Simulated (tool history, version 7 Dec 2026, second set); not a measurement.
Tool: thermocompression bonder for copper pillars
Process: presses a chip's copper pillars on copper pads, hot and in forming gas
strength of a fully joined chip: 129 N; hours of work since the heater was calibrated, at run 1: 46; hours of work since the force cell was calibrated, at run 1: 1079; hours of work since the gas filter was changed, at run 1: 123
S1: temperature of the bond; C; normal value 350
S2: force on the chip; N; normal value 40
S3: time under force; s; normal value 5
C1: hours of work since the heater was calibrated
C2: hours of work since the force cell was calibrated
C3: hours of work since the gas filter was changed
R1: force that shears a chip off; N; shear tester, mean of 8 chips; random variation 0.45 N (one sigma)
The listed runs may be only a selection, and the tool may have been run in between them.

run,hour,S1,S2,S3,C1,C2,C3,R1
1,0,350,40,5,46,1079,123,76.5
2,46.7,350,40,5,71,1104,148,75.8
# hour 66.7: forming gas filter changed
3,93.2,350,40,5,95,1128,14,83.1
4,185.2,350,40,5,144,1177,63,80.9
5,233.7,350,40,5,169,1203,89,79.7
6,321.2,350,40,5,216,1249,135,77.6
# hour 362.1: forming gas filter changed
7,394.2,350,40,5,254,1288,17,83.1
8,468.2,350,40,5,293,1327,56,81.7
9,556.1,350,54,5,340,1373,103,88.6
10,638.4,350,40,10,384,1417,146,92.8
# hour 655.7: forming gas filter changed
11,693.1,350,44,10,412,1446,20,100.9
12,743.3,329,40,5,439,1472,46,73.4
13,785.3,350,53,5,461,1495,69,89.9
14,825.7,347,25,10,483,1516,90,81.3
15,912.5,347,25,10,529,1562,136,80.5
# hour 955.4: forming gas filter changed
# hour 995.6: force cell calibrated
16,1008.2,347,25,10,578,7,27,82.1
17,1089.3,347,41,5,621,50,70,79.3
18,1142,369,54,9,649,78,98,104.7
19,1207.6,377,36,5,684,112,133,85.5
# hour 1249.5: forming gas filter changed
20,1297.2,350,52,5,731,160,25,90.7
21,1363.5,348,52,4,766,195,60,83.9
22,1439.1,342,38,6,806,235,100,79.3
23,1488.4,350,40,4,833,261,127,73.3
# hour 1543: forming gas filter changed
24,1543.1,369,46,8,861,290,0,106.6
25,1598.3,344,51,6,891,319,29,92

Forecast each of these 4 alternatives for the next run:
A,1668.6,350,30,8,928,356,67,?
B,1668.6,349,25,6,928,356,67,?
C,1668.6,344,44,8,928,356,67,?
D,1668.6,350,40,13,928,356,67,?

run,R1
A,84.8
B,72.1
C,93.2
D,101.5
Stripped of hidden state, with their random variation kept, the same runs would have yielded:
run,R1
A,83.6
B,70.5
C,92.4
D,101.7
